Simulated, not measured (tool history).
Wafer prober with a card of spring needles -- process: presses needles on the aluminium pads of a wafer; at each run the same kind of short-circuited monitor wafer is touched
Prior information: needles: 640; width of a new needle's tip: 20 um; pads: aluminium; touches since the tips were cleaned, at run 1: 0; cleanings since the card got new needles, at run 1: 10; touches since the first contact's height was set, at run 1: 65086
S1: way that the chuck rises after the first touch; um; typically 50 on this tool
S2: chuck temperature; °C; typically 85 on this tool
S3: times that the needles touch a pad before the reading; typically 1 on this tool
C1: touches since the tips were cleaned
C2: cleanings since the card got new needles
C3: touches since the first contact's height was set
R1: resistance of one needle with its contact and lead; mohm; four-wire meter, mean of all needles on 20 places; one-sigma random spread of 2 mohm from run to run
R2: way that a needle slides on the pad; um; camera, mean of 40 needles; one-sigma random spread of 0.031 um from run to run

run   hour  S1  S2  S3    C1  C2     C3   R1     R2
  1      0  50  85   1     0  10  65086  252   8.99
  2   10.7  50  85   1  4908  10  69994  520   8.93
      13.7  -- tips cleaned on abrasive film
      25.9  -- tips cleaned on abrasive film
  3   27.5  50  85   1   734  12  77570  335   8.98
      39.3  -- tips cleaned on abrasive film
  4   45.7  50  85   1  2904  13  85826  477   8.97
      51.5  -- tips cleaned on abrasive film
  5   54.9  50  85   1  1530  14  89985  395   8.99
      64.3  -- tips cleaned on abrasive film
  6   68.5  50  85   1  1919  15  96155  420   8.94
      69.6  -- height of the first contact set anew
      76.8  -- tips cleaned on abrasive film
  7     79  50  85   1  1029  16   4258  345   8.87
      89.6  -- tips cleaned on abrasive film
  8   92.3  50  30   1  1247  17  10296  395   8.88
     102.6  -- tips cleaned on abrasive film
  9  105.3  42  37   2  1259  18  16203  366   7.44
     115.3  -- tips cleaned on abrasive film
 10  124.3  63  37   3  4121  19  24826  273  11.27
     128.3  -- tips cleaned on abrasive film
     140.8  -- tips cleaned on abrasive film
     142.8  -- height of the first contact set anew, once more
 11  143.3  63  37   2  1005  21    199  260  11.55

Forecast each of these 5 alternatives for the next run:
     154.2  -- tips cleaned on abrasive film
  A   161  35  85   2  3126  22  8266   ?   ?
     154.2  -- tips cleaned on abrasive film
  B   161  63  37   2  3126  22  8266   ?   ?
     154.2  -- tips cleaned on abrasive film
  C   161  63  37   2  3126  22  8266   ?   ?
     154.2  -- tips cleaned on abrasive film
  D   161  63  37   2  3126  22  8266   ?   ?
     154.2  -- tips cleaned on abrasive film
  E   161  48  85   1  3126  22  8266   ?   ?

run   R1     R2
  A  530   6.38
  B  311  11.37
  C  311   11.5
  D  319   11.5
  E  500   8.77
The same runs, with their run-to-run variation unchanged, on a tool lacking any hidden condition would have given:
run   R1     R2
  A  229   6.39
  B  199  11.39
  C  199  11.51
  D  205  11.51
  E  218   8.78
